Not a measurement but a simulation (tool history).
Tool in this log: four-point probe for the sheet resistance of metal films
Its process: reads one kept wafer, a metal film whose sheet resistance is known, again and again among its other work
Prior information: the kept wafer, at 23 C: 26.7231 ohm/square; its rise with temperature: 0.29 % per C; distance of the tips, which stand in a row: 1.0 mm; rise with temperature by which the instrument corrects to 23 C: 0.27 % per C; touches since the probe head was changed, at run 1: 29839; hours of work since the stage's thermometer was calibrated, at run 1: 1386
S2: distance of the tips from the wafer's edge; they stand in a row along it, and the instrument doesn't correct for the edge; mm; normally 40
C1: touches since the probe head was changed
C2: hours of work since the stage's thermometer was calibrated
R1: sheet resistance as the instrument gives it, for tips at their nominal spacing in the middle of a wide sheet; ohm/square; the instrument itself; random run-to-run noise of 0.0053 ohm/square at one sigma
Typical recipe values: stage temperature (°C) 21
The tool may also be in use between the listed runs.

run 1 day=0 | stage_temperature_(°C)=21 S2=40 | C1=29839 C2=1386 | R1=26.720162
run 2 day=1.754 | stage_temperature_(°C)=21 S2=40 | C1=30952 C2=1409 | R1=26.725313
run 3 day=3.2 | stage_temperature_(°C)=21 S2=40 | C1=31868 C2=1429 | R1=26.711077
run 4 day=4.962 | stage_temperature_(°C)=21 S2=40 | C1=32987 C2=1452 | R1=26.709286
-- day=5.112 stage's thermometer calibrated
run 5 day=6.229 | stage_temperature_(°C)=21 S2=40 | C1=33776 C2=15 | R1=26.722196
run 6 day=7.817 | stage_temperature_(°C)=21 S2=40 | C1=34783 C2=36 | R1=26.723303
run 7 day=9.504 | stage_temperature_(°C)=21 S2=40 | C1=35854 C2=58 | R1=26.709094
-- day=10.142 stage's thermometer calibrated, once more
run 8 day=10.879 | stage_temperature_(°C)=18 S2=40 | C1=36712 C2=10 | R1=26.677801
run 9 day=12.6 | stage_temperature_(°C)=21 S2=68 | C1=37802 C2=33 | R1=26.69154
run 10 day=13.442 | stage_temperature_(°C)=30 S2=26 | C1=38337 C2=44 | R1=26.757889

Each row is a separate what-if for the run after 10, all from the same tool condition, not one after another. Results?
run A day=14.654 | stage_temperature_(°C)=27 S2=4 | C1=39107 C2=60 | R1=?
run B day=14.654 | stage_temperature_(°C)=30 S2=40 | C1=39107 C2=60 | R1=?
run C day=14.654 | stage_temperature_(°C)=21 S2=3 | C1=39107 C2=60 | R1=?

run=A R1=27.577469
run=B R1=26.743597
run=C R1=28.18139
Without the tool's unlogged condition, the same runs would have read:
run=A R1=27.608498
run=B R1=26.773854
run=C R1=28.212871

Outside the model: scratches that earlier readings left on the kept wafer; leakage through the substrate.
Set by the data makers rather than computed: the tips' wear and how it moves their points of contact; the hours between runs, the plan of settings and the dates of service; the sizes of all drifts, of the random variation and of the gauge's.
